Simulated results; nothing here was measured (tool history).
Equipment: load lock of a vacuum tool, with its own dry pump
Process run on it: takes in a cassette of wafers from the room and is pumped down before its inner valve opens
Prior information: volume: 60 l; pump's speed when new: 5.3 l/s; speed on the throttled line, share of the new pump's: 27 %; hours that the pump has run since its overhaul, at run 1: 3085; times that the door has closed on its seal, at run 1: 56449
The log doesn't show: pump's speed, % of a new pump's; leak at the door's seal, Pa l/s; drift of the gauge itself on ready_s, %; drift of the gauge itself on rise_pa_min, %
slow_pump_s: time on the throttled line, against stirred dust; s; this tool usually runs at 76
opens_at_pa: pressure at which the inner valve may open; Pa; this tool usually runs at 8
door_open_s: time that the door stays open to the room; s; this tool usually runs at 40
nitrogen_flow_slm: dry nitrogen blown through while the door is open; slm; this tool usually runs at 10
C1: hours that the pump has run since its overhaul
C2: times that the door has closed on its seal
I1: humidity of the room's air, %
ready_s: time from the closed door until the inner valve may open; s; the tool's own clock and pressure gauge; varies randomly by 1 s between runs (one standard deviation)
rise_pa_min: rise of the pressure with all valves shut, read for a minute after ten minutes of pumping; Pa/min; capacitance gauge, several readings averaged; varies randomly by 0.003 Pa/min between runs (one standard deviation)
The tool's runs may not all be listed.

{"run": 1, "day": 0.0, "slow_pump_s": 76, "opens_at_pa": 8, "door_open_s": 40, "nitrogen_flow_slm": 10, "C1": 3085, "C2": 56449, "I1": 44.5, "ready_s": 167.5, "rise_pa_min": 0.547}
{"run": 2, "day": 6.567, "slow_pump_s": 76, "opens_at_pa": 8, "door_open_s": 40, "nitrogen_flow_slm": 10, "C1": 3243, "C2": 57150, "I1": 43.5, "ready_s": 168.3, "rise_pa_min": 0.553}
{"run": 3, "day": 11.283, "slow_pump_s": 76, "opens_at_pa": 8, "door_open_s": 40, "nitrogen_flow_slm": 10, "C1": 3356, "C2": 57654, "I1": 46.6, "ready_s": 170.0, "rise_pa_min": 0.57}
{"run": 4, "day": 16.612, "slow_pump_s": 76, "opens_at_pa": 8, "door_open_s": 40, "nitrogen_flow_slm": 10, "C1": 3484, "C2": 58224, "I1": 45.6, "ready_s": 167.6, "rise_pa_min": 0.566}
{"run": 5, "day": 20.488, "slow_pump_s": 76, "opens_at_pa": 8, "door_open_s": 40, "nitrogen_flow_slm": 10, "C1": 3577, "C2": 58637, "I1": 41.9, "ready_s": 166.9, "rise_pa_min": 0.565}
{"run": 6, "day": 26.383, "slow_pump_s": 76, "opens_at_pa": 8, "door_open_s": 40, "nitrogen_flow_slm": 10, "C1": 3718, "C2": 59267, "I1": 43.6, "ready_s": 169.6, "rise_pa_min": 0.592}
{"run": 7, "day": 31.462, "slow_pump_s": 76, "opens_at_pa": 11, "door_open_s": 40, "nitrogen_flow_slm": 10, "C1": 3840, "C2": 59809, "I1": 42.3, "ready_s": 166.1, "rise_pa_min": 0.592}
{"run": 8, "day": 38.671, "slow_pump_s": 76, "opens_at_pa": 8, "door_open_s": 40, "nitrogen_flow_slm": 10, "C1": 4013, "C2": 60579, "I1": 43.9, "ready_s": 170.7, "rise_pa_min": 0.608}
{"run": 9, "day": 43.342, "slow_pump_s": 76, "opens_at_pa": 8, "door_open_s": 40, "nitrogen_flow_slm": 10, "C1": 4125, "C2": 61078, "I1": 44.5, "ready_s": 166.7, "rise_pa_min": 0.613}
{"run": 10, "day": 49.858, "slow_pump_s": 76, "opens_at_pa": 8, "door_open_s": 40, "nitrogen_flow_slm": 10, "C1": 4282, "C2": 61774, "I1": 46.1, "ready_s": 170.6, "rise_pa_min": 0.64}
{"day": 53.571, "done": "door's seal changed, seat wiped"}
{"run": 11, "day": 54.388, "slow_pump_s": 76, "opens_at_pa": 8, "door_open_s": 40, "nitrogen_flow_slm": 10, "C1": 4389, "C2": 87, "I1": 45.5, "ready_s": 168.6, "rise_pa_min": 0.018}
{"run": 12, "day": 59.846, "slow_pump_s": 76, "opens_at_pa": 8, "door_open_s": 40, "nitrogen_flow_slm": 5, "C1": 4520, "C2": 670, "I1": 45.8, "ready_s": 168.9, "rise_pa_min": 0.027}
{"run": 13, "day": 64.417, "slow_pump_s": 76, "opens_at_pa": 8, "door_open_s": 40, "nitrogen_flow_slm": 5, "C1": 4630, "C2": 1158, "I1": 44.8, "ready_s": 169.0, "rise_pa_min": 0.029}
{"run": 14, "day": 68.762, "slow_pump_s": 96, "opens_at_pa": 8, "door_open_s": 40, "nitrogen_flow_slm": 10, "C1": 4734, "C2": 1622, "I1": 44.7, "ready_s": 183.2, "rise_pa_min": 0.021}
{"run": 15, "day": 77.383, "slow_pump_s": 96, "opens_at_pa": 8, "door_open_s": 40, "nitrogen_flow_slm": 10, "C1": 4941, "C2": 2542, "I1": 44.9, "ready_s": 183.9, "rise_pa_min": 0.03}
{"run": 16, "day": 83.117, "slow_pump_s": 96, "opens_at_pa": 8, "door_open_s": 40, "nitrogen_flow_slm": 10, "C1": 5078, "C2": 3155, "I1": 39.2, "ready_s": 183.7, "rise_pa_min": 0.028}
{"run": 17, "day": 90.458, "slow_pump_s": 96, "opens_at_pa": 8, "door_open_s": 40, "nitrogen_flow_slm": 10, "C1": 5255, "C2": 3939, "I1": 43.8, "ready_s": 185.0, "rise_pa_min": 0.032}
{"run": 18, "day": 98.167, "slow_pump_s": 96, "opens_at_pa": 8, "door_open_s": 40, "nitrogen_flow_slm": 10, "C1": 5440, "C2": 4762, "I1": 40.3, "ready_s": 184.7, "rise_pa_min": 0.034}
{"run": 19, "day": 106.529, "slow_pump_s": 76, "opens_at_pa": 8, "door_open_s": 40, "nitrogen_flow_slm": 10, "C1": 5640, "C2": 5655, "I1": 41.6, "ready_s": 169.0, "rise_pa_min": 0.042}
{"run": 20, "day": 115.592, "slow_pump_s": 76, "opens_at_pa": 8, "door_open_s": 40, "nitrogen_flow_slm": 10, "C1": 5858, "C2": 6623, "I1": 43.8, "ready_s": 168.8, "rise_pa_min": 0.043}
{"run": 21, "day": 119.721, "slow_pump_s": 76, "opens_at_pa": 8, "door_open_s": 45, "nitrogen_flow_slm": 28, "C1": 5957, "C2": 7064, "I1": 46.4, "ready_s": 167.9, "rise_pa_min": 0.035}
{"run": 22, "day": 127.271, "slow_pump_s": 72, "opens_at_pa": 10, "door_open_s": 79, "nitrogen_flow_slm": 26, "C1": 6138, "C2": 7870, "I1": 42.0, "ready_s": 164.2, "rise_pa_min": 0.045}
{"run": 23, "day": 131.346, "slow_pump_s": 120, "opens_at_pa": 10, "door_open_s": 79, "nitrogen_flow_slm": 26, "C1": 6236, "C2": 8306, "I1": 43.6, "ready_s": 198.4, "rise_pa_min": 0.054}
{"run": 24, "day": 137.804, "slow_pump_s": 76, "opens_at_pa": 8, "door_open_s": 41, "nitrogen_flow_slm": 13, "C1": 6391, "C2": 8995, "I1": 44.8, "ready_s": 168.4, "rise_pa_min": 0.05}
{"run": 25, "day": 146.112, "slow_pump_s": 76, "opens_at_pa": 8, "door_open_s": 41, "nitrogen_flow_slm": 13, "C1": 6590, "C2": 9882, "I1": 45.1, "ready_s": 171.4, "rise_pa_min": 0.06}
{"run": 26, "day": 151.717, "slow_pump_s": 92, "opens_at_pa": 15, "door_open_s": 129, "nitrogen_flow_slm": 13, "C1": 6725, "C2": 10481, "I1": 45.9, "ready_s": 175.6, "rise_pa_min": 0.083}
{"run": 27, "day": 160.279, "slow_pump_s": 92, "opens_at_pa": 15, "door_open_s": 129, "nitrogen_flow_slm": 7, "C1": 6930, "C2": 11396, "I1": 46.1, "ready_s": 173.2, "rise_pa_min": 0.104}
{"run": 28, "day": 168.533, "slow_pump_s": 92, "opens_at_pa": 15, "door_open_s": 129, "nitrogen_flow_slm": 7, "C1": 7128, "C2": 12277, "I1": 43.6, "ready_s": 174.9, "rise_pa_min": 0.104}
{"run": 29, "day": 176.85, "slow_pump_s": 70, "opens_at_pa": 13, "door_open_s": 113, "nitrogen_flow_slm": 15, "C1": 7328, "C2": 13165, "I1": 41.4, "ready_s": 161.3, "rise_pa_min": 0.089}
{"run": 30, "day": 184.179, "slow_pump_s": 41, "opens_at_pa": 8, "door_open_s": 47, "nitrogen_flow_slm": 9, "C1": 7504, "C2": 13948, "I1": 42.9, "ready_s": 147.0, "rise_pa_min": 0.09}
{"run": 31, "day": 187.929, "slow_pump_s": 41, "opens_at_pa": 15, "door_open_s": 80, "nitrogen_flow_slm": 11, "C1": 7594, "C2": 14348, "I1": 43.0, "ready_s": 139.7, "rise_pa_min": 0.093}
{"run": 32, "day": 196.425, "slow_pump_s": 112, "opens_at_pa": 15, "door_open_s": 80, "nitrogen_flow_slm": 11, "C1": 7798, "C2": 15255, "I1": 44.8, "ready_s": 187.7, "rise_pa_min": 0.096}
{"run": 33, "day": 205.029, "slow_pump_s": 76, "opens_at_pa": 8, "door_open_s": 40, "nitrogen_flow_slm": 5, "C1": 8004, "C2": 16174, "I1": 43.2, "ready_s": 172.6, "rise_pa_min": 0.1}
{"run": 34, "day": 209.321, "slow_pump_s": 76, "opens_at_pa": 12, "door_open_s": 40, "nitrogen_flow_slm": 10, "C1": 8107, "C2": 16633, "I1": 46.8, "ready_s": 165.2, "rise_pa_min": 0.097}
{"run": 35, "day": 215.888, "slow_pump_s": 76, "opens_at_pa": 7, "door_open_s": 40, "nitrogen_flow_slm": 5, "C1": 8265, "C2": 17334, "I1": 44.5, "ready_s": 174.3, "rise_pa_min": 0.113}
{"run": 36, "day": 220.871, "slow_pump_s": 73, "opens_at_pa": 12, "door_open_s": 43, "nitrogen_flow_slm": 27, "C1": 8385, "C2": 17866, "I1": 44.6, "ready_s": 164.8, "rise_pa_min": 0.106}
{"run": 37, "day": 227.529, "slow_pump_s": 125, "opens_at_pa": 7, "door_open_s": 42, "nitrogen_flow_slm": 5, "C1": 8544, "C2": 18577, "I1": 45.3, "ready_s": 209.9, "rise_pa_min": 0.119}

Alternative continuations, all from the tool just after run 37; predict every row:
{"run": "A", "day": 236.433, "slow_pump_s": 39, "opens_at_pa": 7, "door_open_s": 42, "nitrogen_flow_slm": 15, "C1": 8758, "C2": 19528, "I1": 43.2, "ready_s": "?", "rise_pa_min": "?"}
{"run": "B", "day": 236.433, "slow_pump_s": 120, "opens_at_pa": 8, "door_open_s": 28, "nitrogen_flow_slm": 25, "C1": 8758, "C2": 19528, "I1": 45.8, "ready_s": "?", "rise_pa_min": "?"}
{"run": "C", "day": 236.433, "slow_pump_s": 38, "opens_at_pa": 7, "door_open_s": 73, "nitrogen_flow_slm": 32, "C1": 8758, "C2": 19528, "I1": 43.9, "ready_s": "?", "rise_pa_min": "?"}
{"run": "D", "day": 236.433, "slow_pump_s": 53, "opens_at_pa": 13, "door_open_s": 40, "nitrogen_flow_slm": 19, "C1": 8758, "C2": 19528, "I1": 44.9, "ready_s": "?", "rise_pa_min": "?"}

run=A ready_s=151.1 rise_pa_min=0.123
run=B ready_s=206.1 rise_pa_min=0.106
run=C ready_s=149.2 rise_pa_min=0.113
run=D ready_s=149.8 rise_pa_min=0.115
Without the tool's hidden state the same runs would have given:
run=A ready_s=141.5 rise_pa_min=0.016
run=B ready_s=199.0 rise_pa_min=0.003
run=C ready_s=139.7 rise_pa_min=0.010
run=D ready_s=141.7 rise_pa_min=0.011

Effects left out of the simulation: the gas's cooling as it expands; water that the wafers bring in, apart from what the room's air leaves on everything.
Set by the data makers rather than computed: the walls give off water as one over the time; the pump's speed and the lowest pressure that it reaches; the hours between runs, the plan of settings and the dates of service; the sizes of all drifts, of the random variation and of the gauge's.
